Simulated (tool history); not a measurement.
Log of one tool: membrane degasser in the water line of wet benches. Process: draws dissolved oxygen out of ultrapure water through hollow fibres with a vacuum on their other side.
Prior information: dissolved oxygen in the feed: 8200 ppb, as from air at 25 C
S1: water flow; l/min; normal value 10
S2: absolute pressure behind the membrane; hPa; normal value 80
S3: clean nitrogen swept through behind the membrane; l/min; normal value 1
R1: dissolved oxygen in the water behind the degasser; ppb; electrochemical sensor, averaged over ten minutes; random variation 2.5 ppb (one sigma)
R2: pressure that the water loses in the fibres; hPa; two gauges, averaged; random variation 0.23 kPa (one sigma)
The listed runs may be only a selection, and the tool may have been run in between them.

{"run": 1, "hour": 0.0, "S1": 10, "S2": 80, "S3": 1, "R1": 260.2, "R2": 569.8}
{"run": 2, "hour": 105.1, "S1": 10, "S2": 80, "S3": 1, "R1": 264.9, "R2": 572.8}
{"run": 3, "hour": 215.7, "S1": 10, "S2": 80, "S3": 1, "R1": 263.4, "R2": 570.3}
{"run": 4, "hour": 339.8, "S1": 10, "S2": 80, "S3": 1, "R1": 263.7, "R2": 573.9}
{"run": 5, "hour": 403.6, "S1": 14, "S2": 80, "S3": 1, "R1": 451.4, "R2": 793.7}
{"run": 6, "hour": 555.9, "S1": 14, "S2": 80, "S3": 1, "R1": 449.5, "R2": 800.2}
{"run": 7, "hour": 705.5, "S1": 10, "S2": 80, "S3": 0.91, "R1": 279.2, "R2": 572.7}
{"run": 8, "hour": 836.0, "S1": 10, "S2": 80, "S3": 0.91, "R1": 278.3, "R2": 574.1}
{"run": 9, "hour": 911.7, "S1": 10, "S2": 80, "S3": 1, "R1": 268.4, "R2": 573.2}
{"run": 10, "hour": 1037.3, "S1": 10, "S2": 80, "S3": 0.49, "R1": 366.1, "R2": 574.9}
{"run": 11, "hour": 1159.1, "S1": 10, "S2": 80, "S3": 2.98, "R1": 196, "R2": 575.9}
{"run": 12, "hour": 1231.0, "S1": 10, "S2": 80, "S3": 2.98, "R1": 194.4, "R2": 582.3}
{"run": 13, "hour": 1347.1, "S1": 10, "S2": 170, "S3": 2.98, "R1": 268.4, "R2": 578.2}
{"run": 14, "hour": 1443.6, "S1": 13, "S2": 80, "S3": 1, "R1": 403.4, "R2": 748.7}
{"run": 15, "hour": 1560.7, "S1": 10, "S2": 80, "S3": 1, "R1": 274.5, "R2": 574.2}
{"run": 16, "hour": 1702.4, "S1": 10, "S2": 171.2, "S3": 1, "R1": 476.7, "R2": 580.1}
{"run": 17, "hour": 1769.6, "S1": 10, "S2": 171.2, "S3": 0.86, "R1": 521.2, "R2": 577.8}
{"run": 18, "hour": 1918.6, "S1": 10, "S2": 164.7, "S3": 1, "R1": 462.9, "R2": 578.6}
{"run": 19, "hour": 2045.0, "S1": 9, "S2": 120.8, "S3": 1, "R1": 316.2, "R2": 520.8}
{"run": 20, "hour": 2109.5, "S1": 9, "S2": 150.3, "S3": 1, "R1": 375.6, "R2": 518.1}
{"run": 21, "hour": 2250.0, "S1": 9, "S2": 150.3, "S3": 1, "R1": 375.8, "R2": 518.2}
{"run": 22, "hour": 2392.9, "S1": 12, "S2": 91.7, "S3": 1.89, "R1": 323.4, "R2": 695.9}
{"run": 23, "hour": 2484.5, "S1": 8, "S2": 53.4, "S3": 0.47, "R1": 187.8, "R2": 463.3}
{"run": 24, "hour": 2567.0, "S1": 15, "S2": 106.4, "S3": 0.47, "R1": 821.9, "R2": 867.8}
{"run": 25, "hour": 2669.8, "S1": 15, "S2": 106.4, "S3": 0.47, "R1": 795.4, "R2": 867.2}
{"run": 26, "hour": 2798.3, "S1": 15, "S2": 106.4, "S3": 0.47, "R1": 819.1, "R2": 868.1}
{"run": 27, "hour": 2944.2, "S1": 15, "S2": 106.4, "S3": 0.73, "R1": 669.7, "R2": 871.2}
{"run": 28, "hour": 3040.7, "S1": 7, "S2": 172.4, "S3": 0.75, "R1": 374.5, "R2": 408.3}
{"run": 29, "hour": 3150.4, "S1": 14, "S2": 94.7, "S3": 0.75, "R1": 574.5, "R2": 815.1}
{"run": 30, "hour": 3252.9, "S1": 14, "S2": 94.7, "S3": 0.75, "R1": 570.3, "R2": 819.4}
{"run": 31, "hour": 3378.9, "S1": 11, "S2": 175.2, "S3": 2.37, "R1": 361.7, "R2": 639.2}

Below, some changes in R1 between adjacent runs. For each, the amount present without the hidden state too (settings, incoming material, random variation) and the amount remaining for the hidden state with gauge scatter not shared by both compared results:
The hidden state here: membrane still open, %; true pressure behind the membrane over the reading, kPa; air that leaks in behind the membrane, l/min; drift of the gauge itself on oxygen_ppb, %; drift of the gauge itself on loss_of_pressure_kpa, %.
Run 23 -> 24: S1 8 -> 15, S2 53.4 -> 106.4. R1 +634.1 ppb: hidden state +23.4, all else +610.7.
Run 27 -> 28: S1 15 -> 7, S2 106.4 -> 172.4, S3 0.73 -> 0.75. R1 -295.2 ppb: hidden state -21.7, all else -273.5.
Run 28 -> 29: S1 7 -> 14, S2 172.4 -> 94.7. R1 +200 ppb: hidden state +21.3, all else +178.7.
Run 30 -> 31: S1 14 -> 11, S2 94.7 -> 175.2, S3 0.75 -> 2.37. R1 -208.6 ppb: hidden state -14, all else -194.6.

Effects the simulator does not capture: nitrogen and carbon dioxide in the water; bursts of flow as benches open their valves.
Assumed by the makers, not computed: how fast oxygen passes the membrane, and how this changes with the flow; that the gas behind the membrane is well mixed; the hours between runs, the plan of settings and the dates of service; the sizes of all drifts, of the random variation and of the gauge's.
